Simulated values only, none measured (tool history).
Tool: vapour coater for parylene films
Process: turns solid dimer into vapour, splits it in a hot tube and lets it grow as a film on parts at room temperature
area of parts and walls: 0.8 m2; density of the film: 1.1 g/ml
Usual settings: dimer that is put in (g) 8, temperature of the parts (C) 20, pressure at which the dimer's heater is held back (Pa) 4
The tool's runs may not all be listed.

run,hour,dimer that is put in (g),temperature of the parts (C),pressure at which the dimer's heater is held back (Pa),thickness of the film (µm)
1,0,8,20,4,5.92
2,45.2,8,20,4,5.81
3,112.8,8,20,4,5.86
4,172.5,8,20,4,5.81
# hour 193.5: trap's valve overhauled
5,250.5,8,20,4,6.1
6,323.1,8,20,4,6.08
7,396.2,8,20,4,5.9
8,447.4,8,20,4,5.89
9,516.5,8,20,4,5.83
10,553.5,8,20,4,5.86
11,624.6,8,20,4,5.76
# hour 661.8: trap's valve overhauled
12,695.5,8,20,4,6.08
13,754.3,8,20,11.38,4.89
14,826.2,8,20,11.38,4.79
15,896.1,12,13,11.38,8.02
16,960.6,12,13,11.38,7.94
17,1006.8,8,20,8.8,4.92
18,1043.2,5,20,3.24,3.78
19,1081,13,20,10.91,7.59
20,1123.2,11,17,3.07,8.88
# hour 1134.1: trap's valve overhauled
21,1189.8,4,26,3.42,2.8
22,1252.3,8,15,8.31,5.54
23,1286,3,20,4,2.25

Forecast each of these 5 alternatives for the next run:
A,1335.5,8,24,4,?
B,1335.5,14,21,6.6,?
C,1335.5,3,20,4,?
D,1335.5,8,20,10.22,?
E,1335.5,11,13,4,?

run,thickness of the film (µm)
A,5.59
B,9.25
C,2.23
D,4.82
E,9.24
Without the tool's hidden state the same runs would have given:
run,thickness of the film (µm)
A,5.77
B,9.54
C,2.3
D,4.97
E,9.54
